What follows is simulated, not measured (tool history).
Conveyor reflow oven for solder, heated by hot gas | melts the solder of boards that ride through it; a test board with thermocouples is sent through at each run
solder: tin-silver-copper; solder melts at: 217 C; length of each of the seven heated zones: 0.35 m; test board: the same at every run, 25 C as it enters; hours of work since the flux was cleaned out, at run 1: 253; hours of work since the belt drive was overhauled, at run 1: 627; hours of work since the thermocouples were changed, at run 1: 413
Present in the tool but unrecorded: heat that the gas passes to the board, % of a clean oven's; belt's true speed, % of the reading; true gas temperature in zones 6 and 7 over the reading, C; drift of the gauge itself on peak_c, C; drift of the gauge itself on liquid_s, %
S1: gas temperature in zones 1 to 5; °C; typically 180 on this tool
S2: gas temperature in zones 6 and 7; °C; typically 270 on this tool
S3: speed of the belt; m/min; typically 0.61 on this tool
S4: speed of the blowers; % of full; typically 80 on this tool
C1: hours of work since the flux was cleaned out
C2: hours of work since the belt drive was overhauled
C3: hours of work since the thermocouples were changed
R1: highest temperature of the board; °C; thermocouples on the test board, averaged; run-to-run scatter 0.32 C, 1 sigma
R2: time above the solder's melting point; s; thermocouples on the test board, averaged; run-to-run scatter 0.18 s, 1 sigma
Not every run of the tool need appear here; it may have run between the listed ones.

run	hour	S1	S2	S3	S4	C1	C2	C3	R1	R2
1	0	180	270	0.61	80	253	627	413	254.6	55.8
2	75.7	180	270	0.61	80	305	679	464	254	55.6
3	117.3	180	270	0.61	80	333	707	493	254.9	55.6
4	174.7	180	270	0.584	80	372	746	532	255	59
# hour 196.7: thermocouples of zones 6 and 7 changed
5	255.4	180	270	0.584	80	426	800	40	257.7	60.3
# hour 280.1: flux residue cleaned out of gas plates and filters
6	312.4	180	270	0.61	80	22	836	76	257.7	57.8
7	346.5	180	270	0.61	80	45	859	99	257.8	58.3
8	402	180	259	0.61	80	83	897	137	247.1	52.1
# hour 434.5: belt drive overhauled, speed set with a stopwatch
9	479.8	180	259	0.61	80	134	31	187	246.3	50.7
10	535.8	180	259	0.61	80	172	69	225	246.5	50.4
11	599.1	180	259	0.61	80	215	112	269	245.8	50.2
12	662.8	180	270	0.61	66	259	156	312	254.1	54.6
13	699.2	180	270	0.61	66	284	181	337	253.5	54.9
14	767.2	180	282	0.61	66	330	227	383	264.1	60
15	835.3	180	282	0.61	66	376	274	430	264	60.3
16	909.1	178	270	0.61	79	427	324	480	254.2	54.5
# hour 934.3: flux residue cleaned out of gas plates and filters
17	962.4	180	270	0.61	81	19	357	513	256.4	56.7
# hour 1012.6: thermocouples of zones 6 and 7 changed
18	1020.8	180	270	0.61	75	58	396	6	256.9	57.2
19	1100.5	184	280	0.714	57	112	450	60	257.9	49
20	1149.7	178	280	0.557	57	146	484	94	265.3	65.9
21	1193.9	175	271	0.528	53	176	514	124	257	64.3
22	1259.1	178	272	0.676	71	220	558	168	252.9	48.3
23	1340	188	260	0.657	70	276	614	224	246	48.9
24	1394.2	178	274	0.61	80	313	651	261	258.8	57.5
25	1430.1	178	274	0.61	80	337	675	285	259.2	57.4
26	1507.8	183	264	0.61	80	390	728	338	250.7	54.6
27	1540.3	195	266	0.61	80	413	750	360	254.3	61.8
# hour 1589.7: flux residue cleaned out of gas plates and filters
28	1602.3	180	273	0.585	51	9	789	399	255.4	59.2

Below are 3 alternative next runs, each starting from the tool's condition after run 28. Predict each:
A	1665.6	180	269	0.61	80	52	833	443	?	?
B	1665.6	169	270	0.61	80	52	833	443	?	?
C	1665.6	168	273	0.655	81	52	833	443	?	?

run	R1	R2
A	255.1	56.5
B	254.7	52.7
C	255	48.5
Had the tool no hidden state, the same runs would have come out as:
run	R1	R2
A	256.4	56.3
B	256	52.7
C	256.2	48.4
